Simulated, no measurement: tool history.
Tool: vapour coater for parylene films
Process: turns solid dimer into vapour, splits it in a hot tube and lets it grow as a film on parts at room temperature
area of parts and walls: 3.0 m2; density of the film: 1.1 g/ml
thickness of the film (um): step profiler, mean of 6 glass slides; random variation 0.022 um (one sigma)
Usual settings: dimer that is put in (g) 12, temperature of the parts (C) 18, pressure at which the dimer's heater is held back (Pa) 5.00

run,day,dimer that is put in (g),temperature of the parts (C),pressure at which the dimer's heater is held back (Pa),thickness of the film (um)
1,0.000,12,18,5.00,1.98
2,2.396,12,18,5.00,1.99
3,4.846,12,18,5.00,1.95
4,6.404,12,18,5.00,1.96
5,8.317,12,12,5.00,2.29
6,9.971,12,12,5.00,2.23
7,12.146,12,12,5.00,2.24
8,14.708,12,12,5.00,2.19
9,17.654,12,12,5.00,2.21
10,19.483,12,12,5.00,2.19
11,21.050,12,12,5.00,2.17
12,22.600,12,12,5.00,2.15
# day 23.708: trap's valve overhauled
13,25.412,12,12,5.00,2.38
14,27.438,12,12,5.00,2.34
15,30.829,12,18,8.78,1.89
16,33.350,12,18,8.78,1.90
17,34.992,12,18,8.78,1.87
18,37.642,12,18,5.00,1.97
19,40.375,12,26,5.00,1.64
20,42.725,8,26,5.00,1.09
21,45.854,8,26,5.00,1.10
22,49.029,6,26,6.00,0.76
# day 51.658: table's thermometer calibrated
23,51.750,6,26,6.00,0.73
24,54.004,6,26,6.00,0.77
25,57.617,12,28,9.48,1.34
# day 59.233: trap's valve overhauled
26,59.850,5,16,4.87,0.88
27,62.371,6,14,3.23,1.16
28,64.371,5,18,10.21,0.77
29,66.142,12,25,5.00,1.66
30,68.883,15,20,2.17,2.60
31,71.567,15,20,2.17,2.58
32,74.621,15,20,2.17,2.55
33,77.021,12,18,4.68,1.98
34,79.062,9,13,7.15,1.60
35,81.121,6,18,5.00,0.96
36,83.425,5,18,5.00,0.78
37,86.800,12,15,4.88,2.00
38,90.400,9,17,3.68,1.51
39,92.542,22,17,2.41,3.75

Forecast each of these 5 alternatives for the next run:
# day 94.662: trap's valve overhauled
A,94.708,11,28,6.48,?
# day 94.662: trap's valve overhauled
B,94.708,7,12,4.26,?
# day 94.662: trap's valve overhauled
C,94.708,6,19,8.71,?
# day 94.662: trap's valve overhauled
D,94.708,6,17,2.41,?
# day 94.662: trap's valve overhauled
E,94.708,8,18,2.54,?

run,thickness of the film (um)
A,1.46
B,1.38
C,0.92
D,1.17
E,1.49
Without the tool's hidden state the same runs would have given:
run,thickness of the film (um)
A,1.45
B,1.37
C,0.91
D,1.16
E,1.47
